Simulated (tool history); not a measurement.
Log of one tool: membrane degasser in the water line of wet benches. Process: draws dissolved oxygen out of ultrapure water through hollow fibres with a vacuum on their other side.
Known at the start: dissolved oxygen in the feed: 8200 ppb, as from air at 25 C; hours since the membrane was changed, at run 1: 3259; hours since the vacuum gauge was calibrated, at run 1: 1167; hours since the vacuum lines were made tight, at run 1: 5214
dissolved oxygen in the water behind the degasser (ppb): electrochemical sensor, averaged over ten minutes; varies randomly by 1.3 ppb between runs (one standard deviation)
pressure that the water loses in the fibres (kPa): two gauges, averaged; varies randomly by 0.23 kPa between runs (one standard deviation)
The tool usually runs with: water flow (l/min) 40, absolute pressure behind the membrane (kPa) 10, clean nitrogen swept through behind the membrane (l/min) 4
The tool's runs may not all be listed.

run,hour,water flow (l/min),absolute pressure behind the membrane (kPa),clean nitrogen swept through behind the membrane (l/min),hours since the membrane was changed,hours since the vacuum gauge was calibrated,hours since the vacuum lines were made tight,dissolved oxygen in the water behind the degasser (ppb),pressure that the water loses in the fibres (kPa)
1,0,40,10,4,3259,1167,5214,177.9,59.5
2,89.8,40,10,2.98,3348,1257,5304,225.5,59.82
3,165.1,40,10,2.98,3424,1332,5379,226.1,59.72
4,226.2,41,10,4,3485,1394,5440,183,61.14
5,295.7,40,10,4,3554,1463,5510,177.9,59.78
6,347.6,40,10,4,3606,1515,5562,176.8,59.66
7,403.8,40,10,4,3662,1571,5618,178.8,59.94
8,459.9,40,6.9,4,3718,1627,5674,106.6,59.66
9,513.5,31,10,4,3772,1681,5728,130.6,46.32
10,553.9,54,10,4,3812,1721,5768,263.3,80.35
11,599.5,40,10,3.63,3858,1767,5814,193.9,59.43
12,658.8,40,10,3.63,3917,1826,5873,192,60.15
13,725.1,40,10,3.63,3984,1892,5939,189.7,60.05
14,813.7,63,14.7,4,4072,1981,6028,479.1,94.49
15,866.2,63,14.7,4,4125,2034,6080,481.4,94.6
16,910.2,63,14.7,2.9,4169,2078,6125,609.4,94.42
17,959.3,25,14.7,9.08,4218,2127,6174,81.2,37.89
18,1040.4,25,14.7,9.08,4299,2208,6255,79.7,37.31
19,1128.4,34,14.7,9.08,4387,2296,6343,114.5,51.13
20,1215.1,45,10.8,11.73,4474,2382,6429,101.5,66.88
21,1304.9,32,10.8,5.48,4563,2472,6519,113.9,48.14
22,1383.1,32,10.8,5.48,4642,2550,6597,115.1,47.84
23,1448,32,10.8,5.48,4707,2615,6662,114.9,47.89
24,1532.7,32,10.8,5.48,4791,2700,6747,114.9,48
25,1579.9,32,10.8,5.48,4838,2747,6794,115.8,47.9

3 ways to go on from here, each from the tool as it stands after run 25. What would each give?
A,1652.1,32,11.7,5.48,4911,2819,6866,?,?
B,1652.1,40,6.4,6.61,4911,2819,6866,?,?
C,1652.1,33,10.5,6.1,4911,2819,6866,?,?

run,dissolved oxygen in the water behind the degasser (ppb),pressure that the water loses in the fibres (kPa)
A,126.1,47.97
B,67.1,59.77
C,103.6,49.59
Without the tool's hidden state the same runs would have given:
run,dissolved oxygen in the water behind the degasser (ppb),pressure that the water loses in the fibres (kPa)
A,123.4,46.88
B,63.4,58.43
C,101.1,48.47
